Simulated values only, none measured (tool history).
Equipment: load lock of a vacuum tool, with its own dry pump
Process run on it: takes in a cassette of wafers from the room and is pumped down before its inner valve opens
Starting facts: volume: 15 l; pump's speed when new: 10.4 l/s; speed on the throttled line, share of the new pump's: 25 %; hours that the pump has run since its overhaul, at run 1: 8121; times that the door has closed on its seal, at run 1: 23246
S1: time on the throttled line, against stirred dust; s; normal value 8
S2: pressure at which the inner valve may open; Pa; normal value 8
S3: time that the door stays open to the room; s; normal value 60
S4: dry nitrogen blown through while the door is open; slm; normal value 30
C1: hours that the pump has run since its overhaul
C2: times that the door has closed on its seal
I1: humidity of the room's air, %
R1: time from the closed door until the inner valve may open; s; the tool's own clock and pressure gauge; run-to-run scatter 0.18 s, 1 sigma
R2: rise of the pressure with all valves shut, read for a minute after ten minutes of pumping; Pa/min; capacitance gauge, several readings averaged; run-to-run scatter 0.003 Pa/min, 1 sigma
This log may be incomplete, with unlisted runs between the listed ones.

run 1 hour=0.0 | S1=8 S2=8 S3=60 S4=30 | C1=8121 C2=23246 | I1=45.9 | R1=19.5 R2=0.038
run 2 hour=447.0 | S1=8 S2=8 S3=60 S4=30 | C1=8568 C2=24719 | I1=43.7 | R1=20.0 R2=0.038
run 3 hour=769.8 | S1=8 S2=8 S3=60 S4=30 | C1=8891 C2=25784 | I1=45.3 | R1=19.6 R2=0.039
run 4 hour=1269.8 | S1=8 S2=8 S3=60 S4=30 | C1=9391 C2=27432 | I1=42.9 | R1=20.0 R2=0.035
run 5 hour=1793.5 | S1=8 S2=8 S3=60 S4=30 | C1=9915 C2=29159 | I1=46.8 | R1=19.9 R2=0.034
run 6 hour=2381.3 | S1=8 S2=8 S3=60 S4=30 | C1=10503 C2=31096 | I1=43.8 | R1=19.9 R2=0.041
run 7 hour=2885.2 | S1=8 S2=8 S3=60 S4=30 | C1=11006 C2=32758 | I1=40.5 | R1=20.0 R2=0.037
run 8 hour=3142.2 | S1=8 S2=8 S3=60 S4=30 | C1=11263 C2=33605 | I1=44.5 | R1=20.0 R2=0.040
run 9 hour=3527.1 | S1=8 S2=8 S3=112 S4=30 | C1=11648 C2=34874 | I1=46.3 | R1=19.7 R2=0.052
-- hour=3731.3 dry pump taken out, an overhauled one fitted
run 10 hour=3944.3 | S1=8 S2=8 S3=121 S4=42 | C1=213 C2=36230 | I1=49.7 | R1=19.7 R2=0.040
run 11 hour=4506.9 | S1=8 S2=8 S3=121 S4=42 | C1=776 C2=38085 | I1=43.4 | R1=19.7 R2=0.039
run 12 hour=4816.7 | S1=8 S2=6 S3=49 S4=13 | C1=1085 C2=39106 | I1=47.6 | R1=20.2 R2=0.059
-- hour=4859.7 door's seal changed, seat wiped
run 13 hour=5310.0 | S1=8 S2=6 S3=49 S4=13 | C1=1577 C2=1485 | I1=43.3 | R1=20.2 R2=0.048

Estimate the outcome of run 14 from the log above:
run 14 hour=5830.4 | S1=8 S2=6 S3=49 S4=13 | C1=2098 C2=3200 | I1=45.1 | R1=? R2=?

R1: 20.0 s
R2: 0.054 Pa/min
With no hidden state in the tool, this same run would have given R1 20.0 s, R2 0.054 Pa/min.
